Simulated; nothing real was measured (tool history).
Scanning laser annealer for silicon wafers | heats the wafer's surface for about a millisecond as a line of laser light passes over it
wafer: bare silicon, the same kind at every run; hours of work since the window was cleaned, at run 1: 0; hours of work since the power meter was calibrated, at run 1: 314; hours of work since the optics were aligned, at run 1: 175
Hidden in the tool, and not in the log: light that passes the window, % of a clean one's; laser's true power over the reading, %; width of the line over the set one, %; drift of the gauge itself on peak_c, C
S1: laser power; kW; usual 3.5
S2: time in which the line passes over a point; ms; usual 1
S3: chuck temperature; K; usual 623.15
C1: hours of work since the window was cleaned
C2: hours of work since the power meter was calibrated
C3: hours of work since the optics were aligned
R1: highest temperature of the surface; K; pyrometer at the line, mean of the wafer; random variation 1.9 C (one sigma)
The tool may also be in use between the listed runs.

run,hour,S1,S2,S3,C1,C2,C3,R1
1,0,3.5,1,623.15,0,314,175,1406.15
2,19.6,3.5,1,623.15,9,322,184,1406.15
3,36.7,3.5,1,623.15,16,330,191,1406.15
4,49,3.5,1,623.15,21,335,196,1407.15
5,62.5,3.5,1,623.15,27,341,202,1404.15
6,88.4,3.595,1,623.15,38,352,214,1428.15
7,118.5,3.5,1,658.15,51,365,227,1442.15
8,148.4,3.5,1,584.15,65,378,240,1361.15
9,167.2,3.5,1,584.15,73,386,248,1359.15
10,195.6,3.5,1,584.15,85,399,260,1354.15
11,219.1,3.5,1,623.15,95,409,270,1400.15
12,237.4,3.5,1,623.15,103,417,278,1398.15
13,252.6,3.5,1,640.15,110,423,285,1416.15
14,270.3,3.5,1,623.15,117,431,293,1396.15
15,295.4,3.5,1,623.15,128,442,303,1392.15
16,322.8,3.5,1,623.15,140,454,315,1396.15
17,346,3.5,1,623.15,150,464,325,1393.15
18,372.5,3.5,1,623.15,162,476,337,1388.15
19,402,3.5,1,623.15,175,488,350,1390.15
20,431.4,3.5,1,623.15,187,501,363,1386.15
21,457,3.5,1,623.15,199,512,374,1387.15
22,487,3.5,0.97,623.15,212,525,387,1373.15
23,511.9,3.433,0.82,614.15,222,536,398,1291.15
24,531.2,3.433,0.82,614.15,231,545,406,1292.15
25,545.4,3.314,0.82,614.15,237,551,412,1263.15
26,566.9,3.001,0.71,635.15,246,560,421,1173.15
27,594.6,3.841,0.87,588.15,258,572,433,1381.15
28,611.1,3.841,0.87,588.15,266,579,441,1378.15
29,636.6,3.495,1,624.15,277,590,452,1381.15
30,649.2,3.495,1,624.15,282,596,457,1379.15
31,667.4,3.495,1,624.15,290,604,465,1376.15
32,697.3,3.495,1,624.15,303,617,478,1373.15
33,711.4,3.495,1,624.15,309,623,484,1377.15
34,729.4,3.495,1,624.15,317,631,492,1374.15
# hour 750.7: window over the wafer cleaned
35,760,3.322,0.94,590.15,4,643,505,1301.15
36,782.8,3.322,0.94,590.15,14,653,514,1302.15
37,798.7,2.981,1.23,639.15,21,660,521,1352.15
38,817.2,3.537,1,652.15,29,668,529,1439.15
39,834.3,3.537,0.81,587.15,36,675,537,1298.15
40,854,3.537,0.81,587.15,45,684,545,1302.15

How the hidden state differs across the entries between the runs, from the last listed run before each to the first after it:
Between runs 34 and 35: window over the wafer cleaned (hour 750.7)
  light that passes the window, % of a clean one's: 96.65 -> 99.93; laser's true power over the reading, %: -0.32 -> -0.33; width of the line over the set one, %: 1.2 -> 1.23
  measured less the result without the state, R1: -39 -> -10 K
